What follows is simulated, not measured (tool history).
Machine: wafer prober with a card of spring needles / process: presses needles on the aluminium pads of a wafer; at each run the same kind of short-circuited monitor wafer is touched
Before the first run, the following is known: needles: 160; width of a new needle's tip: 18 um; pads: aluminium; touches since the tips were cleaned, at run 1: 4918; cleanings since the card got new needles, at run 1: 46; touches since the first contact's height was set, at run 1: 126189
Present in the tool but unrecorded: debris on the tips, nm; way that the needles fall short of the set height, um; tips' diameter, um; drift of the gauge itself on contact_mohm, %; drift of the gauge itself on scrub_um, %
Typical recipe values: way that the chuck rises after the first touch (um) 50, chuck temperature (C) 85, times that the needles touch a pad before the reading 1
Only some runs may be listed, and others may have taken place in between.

| run | hour | way that the chuck rises after the first touch (um) | chuck temperature (C) | times that the needles touch a pad before the reading | touches since the tips were cleaned | cleanings since the card got new needles | touches since the first contact's height was set | resistance of one needle with its contact and lead (mohm) | way that a needle slides on the pad (um) |
|---|---|---|---|---|---|---|---|---|---|
| 1 | 0 | 50 | 85 | 1 | 4918 | 46 | 126189 | 188 | 11.86 |
|  | 5.9 | tips cleaned on abrasive film |
|  | 32.7 | tips cleaned on abrasive film |
|  | 63.3 | tips cleaned on abrasive film |
| 2 | 74.4 | 50 | 85 | 1 | 2520 | 49 | 142990 | 190 | 11.87 |
|  | 91.7 | tips cleaned on abrasive film |
|  | 118.2 | tips cleaned on abrasive film |
| 3 | 118.2 | 50 | 85 | 1 | 0 | 51 | 152882 | 191 | 11.86 |
|  | 147.1 | tips cleaned on abrasive film |
| 4 | 151.2 | 50 | 85 | 1 | 922 | 52 | 160324 | 189 | 11.87 |
|  | 174 | tips cleaned on abrasive film |
|  | 202.5 | tips cleaned on abrasive film |
| 5 | 215.1 | 50 | 85 | 1 | 2840 | 54 | 174766 | 193 | 11.82 |
|  | 230.1 | tips cleaned on abrasive film |
| 6 | 248.7 | 44 | 85 | 1 | 4212 | 55 | 182371 | 193 | 10.41 |
|  | 258.9 | tips cleaned on abrasive film |
|  | 273.9 | height of the first contact set anew |
|  | 289.5 | tips cleaned on abrasive film |
| 7 | 309 | 44 | 85 | 1 | 4425 | 57 | 7941 | 195 | 10.46 |
|  | 320.7 | tips cleaned on abrasive film |
|  | 348.1 | tips cleaned on abrasive film |
| 8 | 362.3 | 40 | 85 | 1 | 3211 | 59 | 19969 | 191 | 9.51 |
|  | 378.5 | tips cleaned on abrasive film |
|  | 409.1 | tips cleaned on abrasive film |
| 9 | 431.6 | 40 | 85 | 1 | 5081 | 61 | 35628 | 197 | 9.46 |
|  | 436.9 | tips cleaned on abrasive film |
|  | 465 | tips cleaned on abrasive film |
|  | 491.7 | tips cleaned on abrasive film |
| 10 | 498 | 50 | 85 | 1 | 1408 | 64 | 50612 | 189 | 11.88 |
|  | 523.4 | tips cleaned on abrasive film |
| 11 | 540.9 | 50 | 58 | 1 | 3972 | 65 | 60320 | 185 | 11.87 |
|  | 554.4 | tips cleaned on abrasive film |
|  | 583 | tips cleaned on abrasive film |
|  | 610.2 | tips cleaned on abrasive film |
| 12 | 612.9 | 50 | 58 | 1 | 602 | 68 | 76573 | 184 | 11.83 |
|  | 638.8 | tips cleaned on abrasive film |
| 13 | 663.2 | 50 | 58 | 1 | 5548 | 69 | 87969 | 184 | 11.86 |
|  | 669.7 | tips cleaned on abrasive film |
|  | 699.8 | tips cleaned on abrasive film |
| 14 | 710.6 | 50 | 58 | 1 | 2447 | 71 | 98658 | 186 | 11.85 |
|  | 726.8 | tips cleaned on abrasive film |
|  | 755.8 | tips cleaned on abrasive film |
| 15 | 769.6 | 50 | 85 | 1 | 3126 | 73 | 111988 | 188 | 11.9 |
|  | 784.6 | tips cleaned on abrasive film |
| 16 | 804.9 | 56 | 85 | 2 | 4603 | 74 | 119977 | 190 | 13.3 |
|  | 815 | tips cleaned on abrasive film |
|  | 845.5 | tips cleaned on abrasive film |
| 17 | 857.2 | 56 | 85 | 2 | 2652 | 76 | 131785 | 190 | 13.32 |
|  | 875.1 | tips cleaned on abrasive film |
|  | 903.6 | tips cleaned on abrasive film |
|  | 930.5 | tips cleaned on abrasive film |
| 18 | 932.9 | 44 | 74 | 1 | 536 | 79 | 148875 | 193 | 10.44 |
|  | 959.5 | tips cleaned on abrasive film |
|  | 988.3 | tips cleaned on abrasive film |
| 19 | 998.1 | 50 | 53 | 1 | 2235 | 81 | 163621 | 184 | 11.85 |
|  | 1014.9 | tips cleaned on abrasive film |
| 20 | 1031.9 | 36 | 53 | 1 | 3853 | 82 | 171245 | 188 | 8.56 |
|  | 1041.8 | tips cleaned on abrasive film |
|  | 1068.1 | tips cleaned on abrasive film |
| 21 | 1076 | 57 | 44 | 1 | 1778 | 84 | 181196 | 178 | 13.51 |
|  | 1099.8 | tips cleaned on abrasive film |
|  | 1105.4 | height of the first contact set anew |
| 22 | 1115.6 | 60 | 59 | 3 | 3510 | 85 | 2321 | 182 | 14.22 |
|  | 1127 | tips cleaned on abrasive film |
|  | 1154.2 | tips cleaned on abrasive film |
| 23 | 1169.3 | 30 | 55 | 2 | 3417 | 87 | 14451 | 195 | 7.11 |
|  | 1184.7 | tips cleaned on abrasive film |
|  | 1211.2 | tips cleaned on abrasive film |
| 24 | 1214.7 | 50 | 85 | 2 | 799 | 89 | 24704 | 185 | 11.87 |
|  | 1238.9 | tips cleaned on abrasive film |
| 25 | 1261.4 | 50 | 85 | 2 | 5104 | 90 | 35259 | 192 | 11.87 |
|  | 1265.9 | tips cleaned on abrasive film |
|  | 1297 | tips cleaned on abrasive film |
| 26 | 1304.6 | 40 | 50 | 2 | 1728 | 92 | 45003 | 187 | 9.51 |
|  | 1326.9 | tips cleaned on abrasive film |
|  | 1353.1 | tips cleaned on abrasive film |
| 27 | 1368.4 | 40 | 50 | 2 | 3475 | 94 | 59434 | 186 | 9.5 |
|  | 1382.5 | tips cleaned on abrasive film |
|  | 1409.6 | tips cleaned on abrasive film |
| 28 | 1433.8 | 45 | 123 | 2 | 5479 | 96 | 74204 | 201 | 10.7 |
|  | 1440.4 | tips cleaned on abrasive film |
| 29 | 1465.3 | 45 | 123 | 2 | 5632 | 97 | 81316 | 198 | 10.68 |

Hidden state at the last listed run before each entry between runs and at the first one after, where it differs:
Runs 1 to 2: tips cleaned on abrasive film (hour 5.9); tips cleaned on abrasive film (hour 32.7); tips cleaned on abrasive film (hour 63.3)
  debris on the tips, nm: 1 -> 0.8
Runs 2 to 3: tips cleaned on abrasive film (hour 91.7); tips cleaned on abrasive film (hour 118.2)
  debris on the tips, nm: 0.8 -> 0.1
Runs 3 to 4: tips cleaned on abrasive film (hour 147.1)
  debris on the tips, nm: 0.1 -> 0.4
Runs 4 to 5: tips cleaned on abrasive film (hour 174); tips cleaned on abrasive film (hour 202.5)
  debris on the tips, nm: 0.4 -> 0.8
Runs 5 to 6: tips cleaned on abrasive film (hour 230.1)
  debris on the tips, nm: 0.8 -> 0.9
Runs 6 to 7: tips cleaned on abrasive film (hour 258.9); height of the first contact set anew (hour 273.9); tips cleaned on abrasive film (hour 289.5)
  way that the needles fall short of the set height, um: 0.01 -> 0
Runs 7 to 8: tips cleaned on abrasive film (hour 320.7); tips cleaned on abrasive film (hour 348.1)
  debris on the tips, nm: 0.9 -> 0.8
Runs 8 to 9: tips cleaned on abrasive film (hour 378.5); tips cleaned on abrasive film (hour 409.1)
  debris on the tips, nm: 0.8 -> 1.1
Runs 9 to 10: tips cleaned on abrasive film (hour 436.9); tips cleaned on abrasive film (hour 465); tips cleaned on abrasive film (hour 491.7)
  debris on the tips, nm: 1.1 -> 0.5
Runs 10 to 11: tips cleaned on abrasive film (hour 523.4)
  debris on the tips, nm: 0.5 -> 0.9
Runs 11 to 12: tips cleaned on abrasive film (hour 554.4); tips cleaned on abrasive film (hour 583); tips cleaned on abrasive film (hour 610.2)
  debris on the tips, nm: 0.9 -> 0.3; way that the needles fall short of the set height, um: 0 -> 0.01
Runs 12 to 13: tips cleaned on abrasive film (hour 638.8)
  debris on the tips, nm: 0.3 -> 1
Runs 13 to 14: tips cleaned on abrasive film (hour 669.7); tips cleaned on abrasive film (hour 699.8)
  debris on the tips, nm: 1 -> 0.7
Runs 14 to 15: tips cleaned on abrasive film (hour 726.8); tips cleaned on abrasive film (hour 755.8)
  debris on the tips, nm: 0.7 -> 0.8
Runs 15 to 16: tips cleaned on abrasive film (hour 784.6)
  debris on the tips, nm: 0.8 -> 0.9
Runs 16 to 17: tips cleaned on abrasive film (hour 815); tips cleaned on abrasive film (hour 845.5)
  debris on the tips, nm: 0.9 -> 0.8
Runs 17 to 18: tips cleaned on abrasive film (hour 875.1); tips cleaned on abrasive film (hour 903.6); tips cleaned on abrasive film (hour 930.5)
  debris on the tips, nm: 0.8 -> 0.3
Runs 18 to 19: tips cleaned on abrasive film (hour 959.5); tips cleaned on abrasive film (hour 988.3)
  debris on the tips, nm: 0.3 -> 0.7
Runs 19 to 20: tips cleaned on abrasive film (hour 1014.9)
  debris on the tips, nm: 0.7 -> 0.9
Runs 20 to 21: tips cleaned on abrasive film (hour 1041.8); tips cleaned on abrasive film (hour 1068.1)
  debris on the tips, nm: 0.9 -> 0.6
Runs 21 to 22: tips cleaned on abrasive film (hour 1099.8); height of the first contact set anew (hour 1105.4)
  debris on the tips, nm: 0.6 -> 0.9; way that the needles fall short of the set height, um: 0.01 -> 0; tips' diameter, um: 18.01 -> 18.02
Runs 22 to 23: tips cleaned on abrasive film (hour 1127); tips cleaned on abrasive film (hour 1154.2)
  debris on the tips, nm: 0.9 -> 0.8
Runs 23 to 24: tips cleaned on abrasive film (hour 1184.7); tips cleaned on abrasive film (hour 1211.2)
  debris on the tips, nm: 0.8 -> 0.3
Runs 24 to 25: tips cleaned on abrasive film (hour 1238.9)
  debris on the tips, nm: 0.3 -> 1
Runs 25 to 26: tips cleaned on abrasive film (hour 1265.9); tips cleaned on abrasive film (hour 1297)
  debris on the tips, nm: 1 -> 0.6
Runs 26 to 27: tips cleaned on abrasive film (hour 1326.9); tips cleaned on abrasive film (hour 1353.1)
  debris on the tips, nm: 0.6 -> 0.8
Runs 27 to 28: tips cleaned on abrasive film (hour 1382.5); tips cleaned on abrasive film (hour 1409.6)
  debris on the tips, nm: 0.8 -> 1.1; way that the needles fall short of the set height, um: 0 -> 0.01
Runs 28 to 29: tips cleaned on abrasive film (hour 1440.4)
  both runs share identical hidden conditions
